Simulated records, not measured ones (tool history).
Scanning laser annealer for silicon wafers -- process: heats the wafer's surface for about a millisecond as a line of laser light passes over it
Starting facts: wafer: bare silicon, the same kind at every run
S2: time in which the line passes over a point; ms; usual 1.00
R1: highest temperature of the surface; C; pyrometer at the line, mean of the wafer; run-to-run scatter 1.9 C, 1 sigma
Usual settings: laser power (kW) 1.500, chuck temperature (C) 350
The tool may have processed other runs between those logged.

{"run": 1, "hour": 0.0, "laser power (kW)": 1.5, "S2": 1.0, "chuck temperature (C)": 350, "R1": 1117}
{"run": 2, "hour": 11.6, "laser power (kW)": 1.288, "S2": 1.0, "chuck temperature (C)": 350, "R1": 989}
{"run": 3, "hour": 18.9, "laser power (kW)": 1.5, "S2": 1.0, "chuck temperature (C)": 382, "R1": 1147}
{"run": 4, "hour": 29.4, "laser power (kW)": 1.5, "S2": 1.0, "chuck temperature (C)": 382, "R1": 1154}
{"run": 5, "hour": 36.6, "laser power (kW)": 1.5, "S2": 1.0, "chuck temperature (C)": 382, "R1": 1151}
{"run": 6, "hour": 47.2, "laser power (kW)": 1.5, "S2": 1.0, "chuck temperature (C)": 382, "R1": 1147}
{"run": 7, "hour": 57.2, "laser power (kW)": 1.5, "S2": 1.0, "chuck temperature (C)": 350, "R1": 1120}
{"run": 8, "hour": 67.4, "laser power (kW)": 1.5, "S2": 1.17, "chuck temperature (C)": 350, "R1": 1169}
{"run": 9, "hour": 74.1, "laser power (kW)": 1.5, "S2": 1.17, "chuck temperature (C)": 350, "R1": 1169}
{"run": 10, "hour": 81.3, "laser power (kW)": 1.541, "S2": 1.0, "chuck temperature (C)": 350, "R1": 1144}
{"run": 11, "hour": 91.9, "laser power (kW)": 1.642, "S2": 1.0, "chuck temperature (C)": 350, "R1": 1206}
{"run": 12, "hour": 97.3, "laser power (kW)": 1.5, "S2": 1.0, "chuck temperature (C)": 350, "R1": 1113}
{"run": 13, "hour": 103.1, "laser power (kW)": 1.5, "S2": 1.0, "chuck temperature (C)": 350, "R1": 1117}
{"run": 14, "hour": 113.9, "laser power (kW)": 1.5, "S2": 1.0, "chuck temperature (C)": 350, "R1": 1119}
{"run": 15, "hour": 119.6, "laser power (kW)": 1.5, "S2": 1.0, "chuck temperature (C)": 350, "R1": 1113}
{"run": 16, "hour": 130.2, "laser power (kW)": 1.5, "S2": 1.0, "chuck temperature (C)": 350, "R1": 1112}
{"run": 17, "hour": 140.4, "laser power (kW)": 1.5, "S2": 1.22, "chuck temperature (C)": 350, "R1": 1183}
{"run": 18, "hour": 149.5, "laser power (kW)": 1.5, "S2": 1.0, "chuck temperature (C)": 386, "R1": 1151}
{"run": 19, "hour": 159.9, "laser power (kW)": 1.562, "S2": 1.0, "chuck temperature (C)": 386, "R1": 1188}
{"run": 20, "hour": 169.0, "laser power (kW)": 1.5, "S2": 0.82, "chuck temperature (C)": 350, "R1": 1054}
{"run": 21, "hour": 180.0, "laser power (kW)": 1.5, "S2": 0.82, "chuck temperature (C)": 350, "R1": 1050}
{"run": 22, "hour": 190.5, "laser power (kW)": 1.5, "S2": 1.24, "chuck temperature (C)": 339, "R1": 1177}
{"run": 23, "hour": 202.1, "laser power (kW)": 1.575, "S2": 1.08, "chuck temperature (C)": 339, "R1": 1179}
{"run": 24, "hour": 209.3, "laser power (kW)": 1.351, "S2": 1.22, "chuck temperature (C)": 365, "R1": 1092}
{"hour": 213.2, "done": "window over the wafer cleaned"}
{"run": 25, "hour": 217.0, "laser power (kW)": 1.484, "S2": 1.0, "chuck temperature (C)": 350, "R1": 1116}
{"run": 26, "hour": 222.5, "laser power (kW)": 1.484, "S2": 1.0, "chuck temperature (C)": 350, "R1": 1116}
{"run": 27, "hour": 227.7, "laser power (kW)": 1.484, "S2": 1.0, "chuck temperature (C)": 350, "R1": 1120}
{"run": 28, "hour": 235.1, "laser power (kW)": 1.5, "S2": 1.0, "chuck temperature (C)": 385, "R1": 1163}
{"run": 29, "hour": 244.6, "laser power (kW)": 1.5, "S2": 0.88, "chuck temperature (C)": 349, "R1": 1085}
{"run": 30, "hour": 251.0, "laser power (kW)": 1.5, "S2": 1.0, "chuck temperature (C)": 318, "R1": 1098}
{"run": 31, "hour": 259.8, "laser power (kW)": 1.544, "S2": 1.14, "chuck temperature (C)": 350, "R1": 1205}
{"run": 32, "hour": 265.9, "laser power (kW)": 1.544, "S2": 1.14, "chuck temperature (C)": 350, "R1": 1196}
{"run": 33, "hour": 275.8, "laser power (kW)": 1.29, "S2": 0.82, "chuck temperature (C)": 363, "R1": 954}
{"run": 34, "hour": 286.2, "laser power (kW)": 1.393, "S2": 1.0, "chuck temperature (C)": 319, "R1": 1026}
{"run": 35, "hour": 293.4, "laser power (kW)": 1.524, "S2": 1.0, "chuck temperature (C)": 319, "R1": 1109}
{"run": 36, "hour": 300.4, "laser power (kW)": 1.524, "S2": 1.0, "chuck temperature (C)": 319, "R1": 1109}
{"run": 37, "hour": 309.6, "laser power (kW)": 1.524, "S2": 1.0, "chuck temperature (C)": 319, "R1": 1114}
{"run": 38, "hour": 316.9, "laser power (kW)": 1.317, "S2": 1.0, "chuck temperature (C)": 322, "R1": 986}
{"run": 39, "hour": 322.2, "laser power (kW)": 1.61, "S2": 1.0, "chuck temperature (C)": 356, "R1": 1200}
{"run": 40, "hour": 327.8, "laser power (kW)": 1.61, "S2": 1.0, "chuck temperature (C)": 356, "R1": 1201}

Some steps in R1 between neighbouring runs. How much of each would the tool show without its hidden state too (settings, what came in, random variation), and how much is left for the hidden state, with any gauge scatter that isn't in both results?
Hidden conditions of the tool in this case: light that passes the window, % of a clean one's; laser's true power over the reading, %; width of the line over the set one, %; drift of the gauge itself on peak_c, C.
Run 2 -> 3: laser power (kW) 1.288 -> 1.500, chuck temperature (C) 350 -> 382. R1 +158 C: hidden state -5, all else +163.
Run 21 -> 22: S2 0.82 -> 1.24, chuck temperature (C) 350 -> 339. R1 +127 C: hidden state -6, all else +133.
Run 24 -> 25: laser power (kW) 1.351 -> 1.484, S2 1.22 -> 1.00, chuck temperature (C) 365 -> 350, window over the wafer cleaned. R1 +24 C: hidden state +16, all else +8.
Run 32 -> 33: laser power (kW) 1.544 -> 1.290, S2 1.14 -> 0.82, chuck temperature (C) 350 -> 363. R1 -242 C: hidden state +5, all else -247.
Run 38 -> 39: laser power (kW) 1.317 -> 1.610, chuck temperature (C) 322 -> 356. R1 +214 C: hidden state -4, all else +218.
